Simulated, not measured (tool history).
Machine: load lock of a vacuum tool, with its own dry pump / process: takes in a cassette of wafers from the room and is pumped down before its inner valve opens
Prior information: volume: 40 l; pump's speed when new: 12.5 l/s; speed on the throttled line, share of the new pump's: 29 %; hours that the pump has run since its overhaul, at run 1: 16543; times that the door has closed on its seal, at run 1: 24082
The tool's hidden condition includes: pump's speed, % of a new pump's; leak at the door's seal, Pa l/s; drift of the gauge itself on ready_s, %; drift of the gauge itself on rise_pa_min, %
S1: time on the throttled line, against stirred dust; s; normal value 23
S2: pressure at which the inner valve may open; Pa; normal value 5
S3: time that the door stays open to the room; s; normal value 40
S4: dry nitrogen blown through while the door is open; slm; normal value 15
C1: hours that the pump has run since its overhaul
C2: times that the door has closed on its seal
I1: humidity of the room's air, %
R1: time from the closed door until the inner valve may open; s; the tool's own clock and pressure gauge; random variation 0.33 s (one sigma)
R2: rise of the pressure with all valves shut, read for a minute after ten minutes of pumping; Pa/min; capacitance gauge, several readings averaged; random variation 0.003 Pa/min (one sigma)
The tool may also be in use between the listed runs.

{"run": 1, "hour": 0.0, "S1": 23, "S2": 5, "S3": 40, "S4": 15, "C1": 16543, "C2": 24082, "I1": 43.5, "R1": 54.1, "R2": 0.114}
{"run": 2, "hour": 234.6, "S1": 23, "S2": 5, "S3": 40, "S4": 15, "C1": 16778, "C2": 24435, "I1": 44.5, "R1": 54.3, "R2": 0.111}
{"run": 3, "hour": 466.2, "S1": 23, "S2": 5, "S3": 40, "S4": 15, "C1": 17009, "C2": 24783, "I1": 44.6, "R1": 53.9, "R2": 0.118}
{"hour": 888.7, "done": "dry pump taken out, an overhauled one fitted"}
{"run": 4, "hour": 966.5, "S1": 23, "S2": 9, "S3": 40, "S4": 15, "C1": 78, "C2": 25525, "I1": 43, "R1": 46.2, "R2": 0.112}
{"run": 5, "hour": 1190.6, "S1": 23, "S2": 9, "S3": 40, "S4": 17, "C1": 302, "C2": 25862, "I1": 47.1, "R1": 47.1, "R2": 0.119}
{"run": 6, "hour": 1456.4, "S1": 23, "S2": 9, "S3": 40, "S4": 17, "C1": 568, "C2": 26262, "I1": 43.1, "R1": 46.6, "R2": 0.117}
{"run": 7, "hour": 1699.1, "S1": 23, "S2": 5, "S3": 40, "S4": 15, "C1": 810, "C2": 26626, "I1": 43.4, "R1": 47.9, "R2": 0.124}
{"run": 8, "hour": 2033.7, "S1": 23, "S2": 5, "S3": 40, "S4": 15, "C1": 1145, "C2": 27129, "I1": 45.4, "R1": 48.4, "R2": 0.123}
{"run": 9, "hour": 2485.9, "S1": 23, "S2": 5, "S3": 40, "S4": 15, "C1": 1597, "C2": 27808, "I1": 44.5, "R1": 48.5, "R2": 0.127}
{"run": 10, "hour": 2837.2, "S1": 23, "S2": 5, "S3": 40, "S4": 15, "C1": 1949, "C2": 28336, "I1": 47.1, "R1": 48.6, "R2": 0.128}
{"run": 11, "hour": 3185.1, "S1": 23, "S2": 5, "S3": 40, "S4": 15, "C1": 2296, "C2": 28859, "I1": 46.3, "R1": 49.4, "R2": 0.135}
{"run": 12, "hour": 3542.5, "S1": 15, "S2": 5, "S3": 40, "S4": 15, "C1": 2654, "C2": 29396, "I1": 46.4, "R1": 43.9, "R2": 0.131}
{"run": 13, "hour": 4056.9, "S1": 15, "S2": 5, "S3": 40, "S4": 15, "C1": 3168, "C2": 30169, "I1": 46, "R1": 44, "R2": 0.141}
{"run": 14, "hour": 4490.7, "S1": 15, "S2": 5, "S3": 40, "S4": 31, "C1": 3602, "C2": 30820, "I1": 44.8, "R1": 44, "R2": 0.132}
{"run": 15, "hour": 4956.4, "S1": 28, "S2": 5, "S3": 40, "S4": 15, "C1": 4068, "C2": 31520, "I1": 45.5, "R1": 52.7, "R2": 0.143}
{"run": 16, "hour": 5317.5, "S1": 23, "S2": 5, "S3": 40, "S4": 15, "C1": 4429, "C2": 32063, "I1": 44.9, "R1": 49.5, "R2": 0.148}
{"run": 17, "hour": 5654.3, "S1": 43, "S2": 5, "S3": 40, "S4": 15, "C1": 4766, "C2": 32569, "I1": 44.8, "R1": 63.7, "R2": 0.149}
{"run": 18, "hour": 6115.0, "S1": 43, "S2": 5, "S3": 40, "S4": 15, "C1": 5226, "C2": 33261, "I1": 45.8, "R1": 64.3, "R2": 0.159}
{"run": 19, "hour": 6503.0, "S1": 23, "S2": 5, "S3": 40, "S4": 15, "C1": 5614, "C2": 33844, "I1": 45.7, "R1": 50.4, "R2": 0.164}
{"run": 20, "hour": 6939.9, "S1": 23, "S2": 5, "S3": 40, "S4": 15, "C1": 6051, "C2": 34500, "I1": 43, "R1": 50, "R2": 0.167}
{"run": 21, "hour": 7221.8, "S1": 27, "S2": 5, "S3": 40, "S4": 4, "C1": 6333, "C2": 34924, "I1": 46, "R1": 52.8, "R2": 0.171}
{"run": 22, "hour": 7594.6, "S1": 27, "S2": 5, "S3": 40, "S4": 4, "C1": 6706, "C2": 35484, "I1": 44.7, "R1": 52.7, "R2": 0.171}
{"run": 23, "hour": 7977.6, "S1": 27, "S2": 7, "S3": 48, "S4": 4, "C1": 7089, "C2": 36059, "I1": 41.4, "R1": 52.4, "R2": 0.18}
{"run": 24, "hour": 8463.3, "S1": 27, "S2": 5, "S3": 43, "S4": 8, "C1": 7575, "C2": 36789, "I1": 40.6, "R1": 53.5, "R2": 0.177}
{"run": 25, "hour": 8711.4, "S1": 27, "S2": 5, "S3": 43, "S4": 8, "C1": 7823, "C2": 37162, "I1": 44, "R1": 53.6, "R2": 0.181}
{"run": 26, "hour": 9017.8, "S1": 26, "S2": 5, "S3": 40, "S4": 15, "C1": 8129, "C2": 37622, "I1": 43.6, "R1": 52.6, "R2": 0.173}
{"run": 27, "hour": 9421.6, "S1": 26, "S2": 5, "S3": 40, "S4": 15, "C1": 8533, "C2": 38229, "I1": 44.2, "R1": 53.2, "R2": 0.183}
{"run": 28, "hour": 9908.6, "S1": 42, "S2": 5, "S3": 40, "S4": 12, "C1": 9020, "C2": 38960, "I1": 41.6, "R1": 64.2, "R2": 0.189}
{"run": 29, "hour": 10361.2, "S1": 23, "S2": 4, "S3": 184, "S4": 15, "C1": 9473, "C2": 39640, "I1": 42.8, "R1": 52.3, "R2": 0.242}
{"run": 30, "hour": 10600.5, "S1": 21, "S2": 4, "S3": 98, "S4": 15, "C1": 9712, "C2": 40000, "I1": 44.3, "R1": 51.3, "R2": 0.213}
{"run": 31, "hour": 10809.7, "S1": 23, "S2": 6, "S3": 70, "S4": 8, "C1": 9921, "C2": 40314, "I1": 46.9, "R1": 50.9, "R2": 0.214}
{"run": 32, "hour": 11202.6, "S1": 23, "S2": 5, "S3": 74, "S4": 15, "C1": 10314, "C2": 40905, "I1": 47.9, "R1": 51.3, "R2": 0.211}
{"run": 33, "hour": 11492.0, "S1": 23, "S2": 5, "S3": 74, "S4": 15, "C1": 10603, "C2": 41339, "I1": 45.6, "R1": 51.4, "R2": 0.216}
{"run": 34, "hour": 12013.5, "S1": 18, "S2": 5, "S3": 104, "S4": 15, "C1": 11125, "C2": 42123, "I1": 46, "R1": 48.1, "R2": 0.225}
{"run": 35, "hour": 12304.9, "S1": 23, "S2": 6, "S3": 40, "S4": 40, "C1": 11416, "C2": 42561, "I1": 43.8, "R1": 51.6, "R2": 0.198}
{"run": 36, "hour": 12795.5, "S1": 43, "S2": 6, "S3": 40, "S4": 40, "C1": 11907, "C2": 43298, "I1": 45.8, "R1": 65, "R2": 0.204}
{"run": 37, "hour": 13113.3, "S1": 43, "S2": 6, "S3": 128, "S4": 40, "C1": 12225, "C2": 43775, "I1": 42.8, "R1": 65.6, "R2": 0.221}
{"run": 38, "hour": 13452.9, "S1": 43, "S2": 9, "S3": 128, "S4": 40, "C1": 12564, "C2": 44286, "I1": 43.3, "R1": 63.3, "R2": 0.226}

Branching from run 38: 3 alternative next runs. What would each branch give?
{"run": "A", "hour": 13915.6, "S1": 27, "S2": 4, "S3": 40, "S4": 5, "C1": 13027, "C2": 44981, "I1": 45.8, "R1": "?", "R2": "?"}
{"run": "B", "hour": 13915.6, "S1": 43, "S2": 9, "S3": 128, "S4": 7, "C1": 13027, "C2": 44981, "I1": 44.3, "R1": "?", "R2": "?"}
{"run": "C", "hour": 13915.6, "S1": 39, "S2": 5, "S3": 128, "S4": 26, "C1": 13027, "C2": 44981, "I1": 45, "R1": "?", "R2": "?"}

run=A R1=56.1 R2=0.226
run=B R1=63 R2=0.268
run=C R1=63.2 R2=0.249
Without the tool's unlogged condition, the same runs would have read:
run=A R1=52.2 R2=0.04
run=B R1=60.3 R2=0.082
run=C R1=59.9 R2=0.061
